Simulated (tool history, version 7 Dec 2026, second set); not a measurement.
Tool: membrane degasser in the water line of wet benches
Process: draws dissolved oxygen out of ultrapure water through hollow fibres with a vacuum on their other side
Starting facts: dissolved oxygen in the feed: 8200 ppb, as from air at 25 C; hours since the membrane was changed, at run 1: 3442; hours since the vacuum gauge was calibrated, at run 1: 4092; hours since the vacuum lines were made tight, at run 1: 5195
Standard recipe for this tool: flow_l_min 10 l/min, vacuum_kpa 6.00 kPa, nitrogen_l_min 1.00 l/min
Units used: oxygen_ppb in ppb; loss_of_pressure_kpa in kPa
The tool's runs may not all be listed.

run,hour,flow_l_min,vacuum_kpa,nitrogen_l_min,hours since the membrane was changed,hours since the vacuum gauge was calibrated,hours since the vacuum lines were made tight,oxygen_ppb,loss_of_pressure_kpa
1,0.0,10,6.00,1.00,3442,4092,5195,67.7,63.00
2,77.0,10,6.00,1.00,3519,4169,5272,68.0,62.93
3,129.0,10,6.00,1.00,3571,4221,5324,67.6,63.33
4,195.6,10,6.00,1.00,3637,4288,5391,68.3,62.68
5,270.5,10,6.00,1.00,3712,4362,5466,68.0,62.80
6,328.8,10,6.00,1.00,3771,4421,5524,67.8,63.11
7,377.8,10,6.00,1.00,3820,4470,5573,67.5,63.13
8,468.0,10,6.00,1.00,3910,4560,5663,67.7,63.03
9,520.3,10,6.00,1.00,3962,4612,5716,67.5,63.37
10,609.1,10,6.00,1.00,4051,4701,5804,68.4,63.30
11,674.9,9,6.00,1.00,4117,4767,5870,60.7,57.00
12,742.6,9,6.00,1.00,4184,4834,5938,59.9,57.44
13,826.6,9,6.00,1.00,4268,4918,6022,60.3,57.04
14,864.4,10,6.00,0.77,4306,4956,6060,85.8,63.64
15,933.6,10,6.00,0.77,4375,5026,6129,85.7,63.54
16,999.3,10,6.00,0.77,4441,5091,6195,86.8,63.49
17,1055.7,13,6.00,0.46,4497,5148,6251,172.5,82.56
18,1131.5,8,7.05,0.87,4573,5223,6327,83.7,51.11
19,1172.0,8,7.05,0.87,4614,5264,6367,84.2,50.62
20,1215.3,9,7.05,1.25,4657,5307,6411,67.4,57.61
21,1277.7,9,7.05,1.25,4719,5370,6473,67.5,57.75
22,1351.0,9,7.05,1.25,4793,5443,6546,68.0,57.26
23,1406.1,10,4.86,2.23,4848,5498,6601,19.6,63.84
24,1452.8,10,4.86,2.23,4895,5545,6648,20.1,64.07
25,1500.4,10,4.86,2.23,4942,5592,6696,20.2,63.73
# hour 1515.0: vacuum gauge calibrated
26,1558.0,7,7.90,0.82,4999,43,6753,95.1,44.68
27,1611.2,8,5.61,0.79,5052,96,6806,57.7,51.31
28,1664.4,8,5.61,0.79,5106,149,6859,57.9,50.95
29,1740.8,9,6.09,1.36,5182,226,6936,47.2,57.13
30,1812.6,9,6.09,1.36,5254,298,7007,47.2,57.58
31,1881.0,7,4.98,0.90,5322,366,7076,33.7,44.96
32,1962.4,8,6.00,1.00,5404,447,7157,53.4,51.78

Each row is a separate what-if for the run after 32, all from the same tool condition, not one after another. Results?
A,2022.9,7,6.00,2.12,5464,508,7218,?,?
B,2022.9,10,6.46,1.18,5464,508,7218,?,?
C,2022.9,8,4.47,1.00,5464,508,7218,?,?
D,2022.9,10,9.45,0.84,5464,508,7218,?,?

run,oxygen_ppb,loss_of_pressure_kpa
A,23.0,44.63
B,67.3,64.29
C,24.8,51.51
D,172.3,64.60
Take away the tool's hidden state, keep each run's random variation, and the runs would have read:
run,oxygen_ppb,loss_of_pressure_kpa
A,23.0,43.66
B,67.2,62.91
C,24.7,50.41
D,172.2,63.22
